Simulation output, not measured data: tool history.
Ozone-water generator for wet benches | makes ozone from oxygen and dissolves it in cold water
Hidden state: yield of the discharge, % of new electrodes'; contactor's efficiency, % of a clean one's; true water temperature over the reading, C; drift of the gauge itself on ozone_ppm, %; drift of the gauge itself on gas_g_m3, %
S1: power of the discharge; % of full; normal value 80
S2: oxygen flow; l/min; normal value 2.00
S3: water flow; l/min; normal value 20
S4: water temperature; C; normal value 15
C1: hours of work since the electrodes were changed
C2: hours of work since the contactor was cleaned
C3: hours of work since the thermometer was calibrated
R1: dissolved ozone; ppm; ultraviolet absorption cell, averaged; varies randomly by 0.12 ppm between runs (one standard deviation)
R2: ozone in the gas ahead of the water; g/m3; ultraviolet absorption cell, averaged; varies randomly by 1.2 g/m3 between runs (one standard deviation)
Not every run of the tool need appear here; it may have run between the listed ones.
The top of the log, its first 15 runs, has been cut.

{"run": 16, "hour": 990.7, "S1": 80, "S2": 2.46, "S3": 20, "S4": 15, "C1": 4705, "C2": 8137, "C3": 71, "R1": 10.7, "R2": 184.5}
{"run": 17, "hour": 1071.2, "S1": 80, "S2": 2.0, "S3": 14, "S4": 15, "C1": 4781, "C2": 8213, "C3": 147, "R1": 14.5, "R2": 202.4}
{"run": 18, "hour": 1131.0, "S1": 80, "S2": 2.0, "S3": 14, "S4": 15, "C1": 4837, "C2": 8270, "C3": 203, "R1": 14.4, "R2": 202.5}
{"hour": 1150.6, "done": "gauge calibrated"}
{"run": 19, "hour": 1176.0, "S1": 80, "S2": 2.0, "S3": 14, "S4": 15, "C1": 4879, "C2": 8312, "C3": 245, "R1": 14.5, "R2": 207.7}
{"run": 20, "hour": 1272.3, "S1": 80, "S2": 2.0, "S3": 14, "S4": 15, "C1": 4970, "C2": 8403, "C3": 336, "R1": 14.4, "R2": 206.8}
{"run": 21, "hour": 1345.1, "S1": 80, "S2": 2.0, "S3": 14, "S4": 15, "C1": 5039, "C2": 8472, "C3": 405, "R1": 14.2, "R2": 202.8}
{"run": 22, "hour": 1406.4, "S1": 80, "S2": 2.0, "S3": 14, "S4": 15, "C1": 5097, "C2": 8529, "C3": 463, "R1": 14.3, "R2": 204.8}
{"run": 23, "hour": 1500.2, "S1": 50, "S2": 1.07, "S3": 13, "S4": 22, "C1": 5185, "C2": 8618, "C3": 551, "R1": 8.2, "R2": 180.4}
{"run": 24, "hour": 1586.1, "S1": 53, "S2": 2.64, "S3": 13, "S4": 21, "C1": 5266, "C2": 8699, "C3": 632, "R1": 10.5, "R2": 126.1}
{"run": 25, "hour": 1653.8, "S1": 53, "S2": 2.64, "S3": 13, "S4": 21, "C1": 5330, "C2": 8763, "C3": 696, "R1": 10.5, "R2": 124.1}
{"run": 26, "hour": 1753.1, "S1": 40, "S2": 2.0, "S3": 23, "S4": 22, "C1": 5423, "C2": 8856, "C3": 789, "R1": 4.5, "R2": 108.9}
{"run": 27, "hour": 1815.8, "S1": 40, "S2": 2.0, "S3": 23, "S4": 22, "C1": 5483, "C2": 8915, "C3": 849, "R1": 4.5, "R2": 109.9}
{"run": 28, "hour": 1891.0, "S1": 40, "S2": 2.0, "S3": 21, "S4": 22, "C1": 5553, "C2": 8986, "C3": 920, "R1": 4.9, "R2": 110.0}
{"run": 29, "hour": 1975.9, "S1": 80, "S2": 1.71, "S3": 22, "S4": 15, "C1": 5633, "C2": 9066, "C3": 999, "R1": 8.7, "R2": 219.4}
{"run": 30, "hour": 2069.6, "S1": 80, "S2": 1.89, "S3": 13, "S4": 21, "C1": 5722, "C2": 9154, "C3": 1088, "R1": 14.5, "R2": 208.6}
{"run": 31, "hour": 2141.9, "S1": 86, "S2": 1.89, "S3": 13, "S4": 9, "C1": 5790, "C2": 9223, "C3": 1156, "R1": 16.8, "R2": 219.5}
{"run": 32, "hour": 2227.9, "S1": 80, "S2": 1.22, "S3": 27, "S4": 15, "C1": 5871, "C2": 9304, "C3": 1237, "R1": 5.9, "R2": 255.0}
{"run": 33, "hour": 2309.5, "S1": 80, "S2": 1.22, "S3": 27, "S4": 15, "C1": 5948, "C2": 9381, "C3": 1314, "R1": 6.1, "R2": 254.6}

Branching from run 33: 4 alternative next runs. What would each branch give?
{"run": "A", "hour": 2395.1, "S1": 64, "S2": 2.0, "S3": 20, "S4": 15, "C1": 6029, "C2": 9461, "C3": 1395, "R1": "?", "R2": "?"}
{"run": "B", "hour": 2395.1, "S1": 78, "S2": 1.02, "S3": 14, "S4": 15, "C1": 6029, "C2": 9461, "C3": 1395, "R1": "?", "R2": "?"}
{"run": "C", "hour": 2395.1, "S1": 80, "S2": 1.04, "S3": 25, "S4": 15, "C1": 6029, "C2": 9461, "C3": 1395, "R1": "?", "R2": "?"}
{"run": "D", "hour": 2395.1, "S1": 59, "S2": 2.34, "S3": 21, "S4": 15, "C1": 6029, "C2": 9461, "C3": 1395, "R1": "?", "R2": "?"}

run=A R1=8.1 R2=164.6
run=B R1=11.3 R2=269.8
run=C R1=6.2 R2=272.4
run=D R1=7.8 R2=142.7
The same runs, with their run-to-run variation unchanged, on a tool lacking any hidden condition would have given:
run=A R1=8.1 R2=170.1
run=B R1=11.4 R2=279.0
run=C R1=6.2 R2=281.7
run=D R1=7.8 R2=147.4
